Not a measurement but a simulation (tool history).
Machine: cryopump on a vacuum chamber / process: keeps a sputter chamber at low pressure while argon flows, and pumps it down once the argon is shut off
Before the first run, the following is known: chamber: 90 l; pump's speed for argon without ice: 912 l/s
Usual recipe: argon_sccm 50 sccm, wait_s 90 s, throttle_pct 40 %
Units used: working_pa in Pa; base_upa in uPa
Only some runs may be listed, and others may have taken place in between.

Run 1, hour 0: usual settings. Result: working_pa 0.2416 Pa, base_upa 5.78 uPa.
Run 2, hour 19.1: usual settings. Result: working_pa 0.2408 Pa, base_upa 5.93 uPa.
Run 3, hour 41: usual settings. Result: working_pa 0.2413 Pa, base_upa 6.17 uPa.
Run 4, hour 53.4: usual settings. Result: working_pa 0.2404 Pa, base_upa 6.16 uPa.
Run 5, hour 71.5: usual settings but wait_s 36 s. Result: working_pa 0.2432 Pa, base_upa 8.55 uPa.
Run 6, hour 82.6: usual settings but wait_s 36 s. Result: working_pa 0.2407 Pa, base_upa 8.57 uPa.
Run 7, hour 105.1: usual settings but wait_s 36 s. Result: working_pa 0.2445 Pa, base_upa 8.68 uPa.
Run 8, hour 127.3: usual settings but wait_s 33 s. Result: working_pa 0.2439 Pa, base_upa 9.11 uPa.
Run 9, hour 140.2: usual settings but wait_s 227 s. Result: working_pa 0.2444 Pa, base_upa 5.34 uPa.
Run 10, hour 151.6: usual settings but wait_s 227 s. Result: working_pa 0.2454 Pa, base_upa 5.39 uPa.
Run 11, hour 173.5: usual settings but wait_s 227 s. Result: working_pa 0.2455 Pa, base_upa 5.48 uPa.
Run 12, hour 187.1: usual settings but wait_s 227 s. Result: working_pa 0.2481 Pa, base_upa 5.36 uPa.
At hour 211.5: leaking fittings of the chamber tightened, without venting.
Run 13, hour 211.5: usual settings. Result: working_pa 0.2463 Pa, base_upa 2.04 uPa.
Run 14, hour 226.7: usual settings. Result: working_pa 0.2458 Pa, base_upa 2.18 uPa.
Run 15, hour 249.7: usual settings. Result: working_pa 0.2481 Pa, base_upa 2.28 uPa.
Run 16, hour 262.3: usual settings. Result: working_pa 0.2472 Pa, base_upa 2.26 uPa.
Run 17, hour 284.5: usual settings. Result: working_pa 0.2504 Pa, base_upa 2.39 uPa.
Run 18, hour 299: usual settings but wait_s 174 s, throttle_pct 30 %. Result: working_pa 0.3281 Pa, base_upa 1.55 uPa.
Run 19, hour 321.3: usual settings but argon_sccm 94 sccm, wait_s 187 s, throttle_pct 27 %. Result: working_pa 0.6777 Pa, base_upa 1.6 uPa.
Run 20, hour 341.4: usual settings but argon_sccm 94 sccm, wait_s 187 s, throttle_pct 29 %. Result: working_pa 0.6368 Pa, base_upa 1.64 uPa.
Run 21, hour 362: usual settings but argon_sccm 94 sccm, wait_s 187 s, throttle_pct 29 %. Result: working_pa 0.6455 Pa, base_upa 1.73 uPa.
Run 22, hour 378.7: usual settings but throttle_pct 43 %. Result: working_pa 0.2377 Pa, base_upa 2.64 uPa.
Run 23, hour 399.1: usual settings but throttle_pct 43 %. Result: working_pa 0.2382 Pa, base_upa 2.62 uPa.
At hour 409.8: pump warmed up, emptied and cooled again.
Run 24, hour 425.3: usual settings but throttle_pct 43 %. Result: working_pa 0.2156 Pa, base_upa 2.46 uPa.
Run 25, hour 442.8: usual settings but argon_sccm 41 sccm, wait_s 281 s, throttle_pct 56 %. Result: working_pa 0.1385 Pa, base_upa 1.41 uPa.
Run 26, hour 455.4: usual settings but argon_sccm 41 sccm, wait_s 281 s, throttle_pct 56 %. Result: working_pa 0.1385 Pa, base_upa 1.45 uPa.
Run 27, hour 476.9: usual settings but argon_sccm 41 sccm, wait_s 281 s, throttle_pct 56 %. Result: working_pa 0.1383 Pa, base_upa 1.59 uPa.
Run 28, hour 490.8: usual settings but argon_sccm 41 sccm, wait_s 281 s, throttle_pct 56 %. Result: working_pa 0.1386 Pa, base_upa 1.55 uPa.
Run 29, hour 511.7: usual settings but argon_sccm 41 sccm, wait_s 281 s, throttle_pct 56 %. Result: working_pa 0.1412 Pa, base_upa 1.61 uPa.
Run 30, hour 525: usual settings but argon_sccm 68 sccm, wait_s 281 s, throttle_pct 35 %. Result: working_pa 0.3653 Pa, base_upa 1.61 uPa.
Run 31, hour 540.1: usual settings but throttle_pct 29 %. Result: working_pa 0.326 Pa, base_upa 2.73 uPa.
Run 32, hour 557.4: usual settings but argon_sccm 44 sccm, wait_s 34 s, throttle_pct 34 %. Result: working_pa 0.2477 Pa, base_upa 5.66 uPa.
Run 33, hour 571.3: usual settings but argon_sccm 44 sccm, wait_s 34 s, throttle_pct 34 %. Result: working_pa 0.2465 Pa, base_upa 5.7 uPa.

5 options for the next run, each taken on its own from the tool as it stands now. Forecast them:
Run A, hour 584.2: usual settings but argon_sccm 44 sccm, wait_s 22 s, throttle_pct 16 %. Result: working_pa ?, base_upa ?.
Run B, hour 584.2: usual settings but argon_sccm 41 sccm, wait_s 176 s, throttle_pct 17 %. Result: working_pa ?, base_upa ?.
Run C, hour 584.2: usual settings but argon_sccm 44 sccm, wait_s 20 s, throttle_pct 34 %. Result: working_pa ?, base_upa ?.
Run D, hour 584.2: usual settings but argon_sccm 44 sccm, wait_s 34 s, throttle_pct 41 %. Result: working_pa ?, base_upa ?.
Run E, hour 584.2: usual settings but argon_sccm 44 sccm, wait_s 279 s, throttle_pct 34 %. Result: working_pa ?, base_upa ?.

run  working_pa  base_upa
  A      0.5161      7.98
  B      0.4538      2.21
  C      0.2456      8.76
  D      0.2048      5.54
  E      0.2457      1.81
Take away the tool's hidden state, keep each run's random variation, and the runs would have read:
run  working_pa  base_upa
  A      0.5094      7.07
  B      0.4475      1.24
  C      0.2389      7.84
  D      0.1981      4.64
  E       0.239      0.88
